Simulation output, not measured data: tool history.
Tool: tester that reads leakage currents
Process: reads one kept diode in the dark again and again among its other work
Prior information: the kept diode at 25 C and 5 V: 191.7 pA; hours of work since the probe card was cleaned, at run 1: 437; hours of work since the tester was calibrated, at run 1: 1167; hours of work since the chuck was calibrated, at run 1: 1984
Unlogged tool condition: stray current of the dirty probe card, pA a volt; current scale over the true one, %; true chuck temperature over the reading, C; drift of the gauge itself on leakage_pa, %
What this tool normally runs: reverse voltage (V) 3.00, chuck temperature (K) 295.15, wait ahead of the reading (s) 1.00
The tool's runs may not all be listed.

run	hour	reverse voltage (V)	chuck temperature (K)	wait ahead of the reading (s)	hours of work since the probe card was cleaned	hours of work since the tester was calibrated	hours of work since the chuck was calibrated	current that the tester gives (pA)
1	0.0	3.00	295.15	1.00	437	1167	1984	147.20
2	37.0	3.00	295.15	1.00	462	1191	2008	147.30
3	101.8	3.00	303.15	1.00	504	1234	2051	288.56
4	158.6	3.00	303.15	1.00	542	1271	2088	290.32
# hour 176.5: chuck's temperature calibrated
5	205.3	3.00	303.15	1.00	571	1301	19	247.28
6	246.3	3.00	295.15	0.40	598	1328	46	127.30
7	288.8	3.00	295.15	1.00	626	1355	74	128.12
8	332.4	3.00	295.15	1.00	654	1384	102	128.13
9	386.1	7.58	295.15	1.00	690	1419	138	182.36
10	449.3	7.58	295.15	1.00	731	1461	179	184.01
11	513.1	7.58	295.15	1.00	773	1503	221	183.91
12	583.7	5.22	295.15	1.00	820	1549	268	161.52
13	662.9	5.22	295.15	1.00	872	1601	320	162.80
14	726.1	5.22	295.15	1.00	913	1643	361	162.92
15	811.0	5.22	295.15	1.00	969	1699	417	164.73
16	857.6	5.22	295.15	1.00	1000	1729	447	164.16
17	925.3	3.37	294.15	1.36	1044	1774	492	128.97
18	973.5	4.55	297.15	1.30	1076	1805	524	186.62
19	1038.4	2.61	307.15	1.51	1118	1848	566	341.19
20	1096.8	4.19	298.15	1.51	1157	1886	605	195.78
21	1161.5	5.19	295.15	1.00	1199	1929	647	168.85
22	1213.7	12.19	295.15	1.39	1233	1963	681	239.12
23	1287.8	8.36	325.15	1.39	1282	2012	730	2019.48
24	1369.3	3.00	295.15	9.31	1336	2065	784	138.12
25	1435.6	3.00	301.15	1.08	1379	2109	827	228.95
26	1507.6	3.00	301.15	1.08	1427	2156	875	227.88
27	1556.1	3.00	301.15	1.08	1459	2188	906	229.62
28	1595.6	3.00	295.15	5.07	1484	2214	932	141.11

For each run, the measured value with the value that run would have given without the tool's hidden condition subtracted. The run-to-run variation is shared by both, the gauge scatter possibly not:
run	current that the tester gives (pA)
1	+24.02
2	+24.39
3	+44.95
4	+46.08
5	+3.24
6	+3.41
7	+3.86
8	+4.30
9	+10.52
10	+11.62
11	+12.61
12	+10.35
13	+11.50
14	+12.38
15	+13.67
16	+14.25
17	+10.86
18	+15.77
19	+19.80
20	+17.10
21	+18.51
22	+36.00
23	+120.55
24	+14.94
25	+21.41
26	+22.33
27	+23.15
28	+17.42
